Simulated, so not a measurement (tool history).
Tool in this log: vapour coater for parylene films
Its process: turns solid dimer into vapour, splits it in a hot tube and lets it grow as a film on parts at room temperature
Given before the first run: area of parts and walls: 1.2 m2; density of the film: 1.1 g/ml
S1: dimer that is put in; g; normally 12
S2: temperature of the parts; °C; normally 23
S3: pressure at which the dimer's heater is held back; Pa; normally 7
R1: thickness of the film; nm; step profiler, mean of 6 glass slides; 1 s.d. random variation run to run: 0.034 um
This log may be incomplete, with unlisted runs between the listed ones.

run	day	S1	S2	S3	R1
1	0	12	23	7	4860
2	0.817	12	23	7	4880
3	1.658	12	23	7	4800
4	2.275	8	23	7	3180
5	3.167	8	23	7	3150
6	4.308	8	23	7	3190
7	5.062	8	23	7	3150
8	6.35	8	23	7	3140
9	7.508	12	24	7	4630
# day 7.742: trap's valve overhauled
10	8.792	10	26	5.22	3700
11	9.838	7	19	9.49	2990
12	10.533	8	23	2.81	3320
13	11.75	12	16	4.08	5810
14	12.817	12	33	7	3560
15	13.492	12	15	10.84	5560
16	14.417	12	34	7.8	3410

Each row is a separate what-if for the run after 16, all from the same tool condition, not one after another. Results?
# day 14.817: trap's valve overhauled, once more
A	15.538	12	26	2.98	?
# day 14.817: trap's valve overhauled, once more
B	15.538	19	25	10.89	?
# day 14.817: trap's valve overhauled, once more
C	15.538	13	17	3.13	?
# day 14.817: trap's valve overhauled, once more
D	15.538	9	34	5.29	?

run	R1
A	4780
B	7080
C	6580
D	2820
What these runs would have given with no unlogged condition in the tool:
run	R1
A	4760
B	7050
C	6560
D	2800
